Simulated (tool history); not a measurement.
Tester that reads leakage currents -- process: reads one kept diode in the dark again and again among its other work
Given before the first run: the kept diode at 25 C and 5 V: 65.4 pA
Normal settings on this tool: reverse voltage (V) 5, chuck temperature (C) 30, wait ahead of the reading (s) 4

| run | hour | reverse voltage (V) | chuck temperature (C) | wait ahead of the reading (s) | current that the tester gives (pA) |
|---|---|---|---|---|---|
| 1 | 0 | 5 | 30 | 4 | 107.07 |
| 2 | 208.9 | 5 | 30 | 4 | 107.46 |
| 3 | 409.5 | 5 | 30 | 4 | 106.02 |
| 4 | 519.3 | 5 | 30 | 4 | 106.63 |
| 5 | 643.8 | 5 | 30 | 9.16 | 106.33 |
| 6 | 823.8 | 5 | 30 | 9.16 | 106.24 |
| 7 | 999.7 | 5 | 30 | 9.16 | 105.94 |
| 8 | 1106.5 | 5 | 30 | 9.16 | 106.07 |
| 9 | 1216.7 | 5 | 46 | 4 | 389.99 |
| 10 | 1428.9 | 1.05 | 30 | 4 | 42.59 |
|  | 1591.5 | chuck's temperature calibrated |
| 11 | 1604.9 | 1.05 | 30 | 0.95 | 46.07 |
|  | 1765.3 | probe card cleaned and baked |
| 12 | 1791.3 | 2.4 | 30 | 4 | 73.84 |
| 13 | 1905.1 | 2.4 | 30 | 4 | 73.93 |
| 14 | 2112.4 | 2.4 | 30 | 4 | 73.96 |
| 15 | 2216.8 | 9.21 | 30 | 4 | 164.58 |
| 16 | 2389.3 | 9.44 | 30 | 4 | 166.96 |
| 17 | 2585 | 9.44 | 30 | 4 | 167.09 |
| 18 | 2773.4 | 9.44 | 30 | 2.35 | 167.59 |
| 19 | 2974.6 | 9.44 | 30 | 2.35 | 166.84 |
|  | 3043.8 | probe card cleaned and baked, once more |
| 20 | 3090.5 | 9.44 | 30 | 2.35 | 140.14 |
| 21 | 3192.1 | 9.44 | 30 | 2.35 | 140.97 |
| 22 | 3322.7 | 9.44 | 30 | 2.35 | 140.13 |
|  | 3391 | chuck's temperature calibrated |
| 23 | 3537.5 | 8.21 | 30 | 4 | 135.2 |
| 24 | 3734.9 | 15.14 | 52 | 5.24 | 1165.45 |
| 25 | 3939.2 | 1.89 | 55 | 6.85 | 456.43 |
| 26 | 4049.5 | 19 | 57 | 4 | 1916.71 |
|  | 4114.2 | tester calibrated |
| 27 | 4160.3 | 5 | 21 | 0.61 | 49.59 |
| 28 | 4367.7 | 5 | 21 | 0.61 | 49.81 |
| 29 | 4568.9 | 5 | 21 | 0.61 | 49.77 |
| 30 | 4709.5 | 3.15 | 39 | 0.64 | 171.32 |
| 31 | 4809 | 3.15 | 39 | 0.64 | 170.5 |
| 32 | 4943.7 | 5 | 30 | 1.84 | 103.06 |
| 33 | 5129.7 | 5 | 30 | 2.71 | 102.32 |
|  | 5178.5 | chuck's temperature calibrated |
| 34 | 5266.1 | 5 | 30 | 2.71 | 108.48 |
| 35 | 5415.7 | 5 | 30 | 0.61 | 111.71 |
| 36 | 5513.8 | 12.83 | 26 | 4 | 135.94 |
| 37 | 5620.1 | 12.83 | 26 | 4 | 136.4 |
| 38 | 5801.2 | 7.39 | 52 | 0.33 | 803.1 |
| 39 | 5969.6 | 6.91 | 39 | 0.55 | 276.78 |

What if the next run were any one of these 4? Each begins from the tool's condition after run 39:
| A | 6173.3 | 6.91 | 28 | 0.55 | ? |
| B | 6173.3 | 14.93 | 39 | 0.55 | ? |
| C | 6173.3 | 5 | 39 | 4 | ? |
| D | 6173.3 | 5 | 47 | 4 | ? |

| run | current that the tester gives (pA) |
|---|---|
| A | 114.45 |
| B | 431.6 |
| C | 226.19 |
| D | 427.4 |
Had the tool no hidden state, the same runs would have come out as:
| run | current that the tester gives (pA) |
|---|---|
| A | 107.77 |
| B | 424.1 |
| C | 227.03 |
| D | 435.78 |
